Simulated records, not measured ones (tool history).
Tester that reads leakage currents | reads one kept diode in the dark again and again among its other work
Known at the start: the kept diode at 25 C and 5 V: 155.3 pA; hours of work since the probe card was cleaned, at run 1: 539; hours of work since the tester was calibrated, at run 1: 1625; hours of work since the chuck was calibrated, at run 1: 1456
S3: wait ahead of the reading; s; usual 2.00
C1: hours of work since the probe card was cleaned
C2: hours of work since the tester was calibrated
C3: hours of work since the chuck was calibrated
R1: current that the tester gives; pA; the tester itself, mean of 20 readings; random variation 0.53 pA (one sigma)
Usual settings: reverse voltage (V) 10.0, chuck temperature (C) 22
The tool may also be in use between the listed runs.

Run 1, day 0.000: usual settings; C1 539; C2 1625; C3 1456. Result: R1 168.12 pA.
Run 2, day 6.567: usual settings; C1 613; C2 1699; C3 1530. Result: R1 167.32 pA.
Run 3, day 12.842: usual settings but S3 6.78 s; C1 684; C2 1770; C3 1601. Result: R1 168.35 pA.
Run 4, day 19.554: usual settings but S3 6.78 s; C1 760; C2 1846; C3 1677. Result: R1 169.04 pA.
Run 5, day 26.592: usual settings but S3 0.37 s; C1 839; C2 1925; C3 1757. Result: R1 169.87 pA.
Run 6, day 30.462: usual settings but S3 0.37 s; C1 883; C2 1969; C3 1800. Result: R1 170.33 pA.
Run 7, day 39.408: usual settings; C1 984; C2 2070; C3 1902. Result: R1 169.51 pA.
At day 42.921: chuck's temperature calibrated.
Run 8, day 47.912: usual settings but reverse voltage (V) 9.0, S3 1.86 s; C1 1079; C2 2165; C3 56. Result: R1 173.97 pA.
Run 9, day 52.138: usual settings but reverse voltage (V) 1.4, chuck temperature (C) 57, S3 5.84 s; C1 1127; C2 2213; C3 104. Result: R1 978.78 pA.
Run 10, day 58.904: usual settings but reverse voltage (V) 1.4, chuck temperature (C) 57, S3 5.84 s; C1 1204; C2 2289; C3 181. Result: R1 978.63 pA.
Run 11, day 65.429: usual settings but reverse voltage (V) 3.9, chuck temperature (C) 27, S3 1.48 s; C1 1277; C2 2363; C3 254. Result: R1 162.66 pA.
Run 12, day 73.692: usual settings but reverse voltage (V) 3.9, chuck temperature (C) 27, S3 1.48 s; C1 1371; C2 2457; C3 348. Result: R1 161.43 pA.
Run 13, day 83.004: usual settings but reverse voltage (V) 3.9, chuck temperature (C) 53, S3 1.48 s; C1 1476; C2 2562; C3 453. Result: R1 1299.59 pA.

4 ways to go on from here, each from the tool as it stands after run 13. What would each give?
Run A, day 91.850: usual settings but reverse voltage (V) 3.9, chuck temperature (C) 41, S3 1.76 s; C1 1576; C2 2662; C3 553. Result: R1 ?.
Run B, day 91.850: usual settings but reverse voltage (V) 14.7, chuck temperature (C) 53, S3 1.48 s; C1 1576; C2 2662; C3 553. Result: R1 ?.
Run C, day 91.850: usual settings but reverse voltage (V) 2.4, chuck temperature (C) 20, S3 1.48 s; C1 1576; C2 2662; C3 553. Result: R1 ?.
Run D, day 91.850: usual settings but reverse voltage (V) 3.9, chuck temperature (C) 37, S3 1.71 s; C1 1576; C2 2662; C3 553. Result: R1 ?.

run       R1
  A   514.98
  B  2815.22
  C    66.27
  D   372.70
Without the tool's hidden state the same runs would have given:
run       R1
  A   523.18
  B  2864.83
  C    64.68
  D   377.24

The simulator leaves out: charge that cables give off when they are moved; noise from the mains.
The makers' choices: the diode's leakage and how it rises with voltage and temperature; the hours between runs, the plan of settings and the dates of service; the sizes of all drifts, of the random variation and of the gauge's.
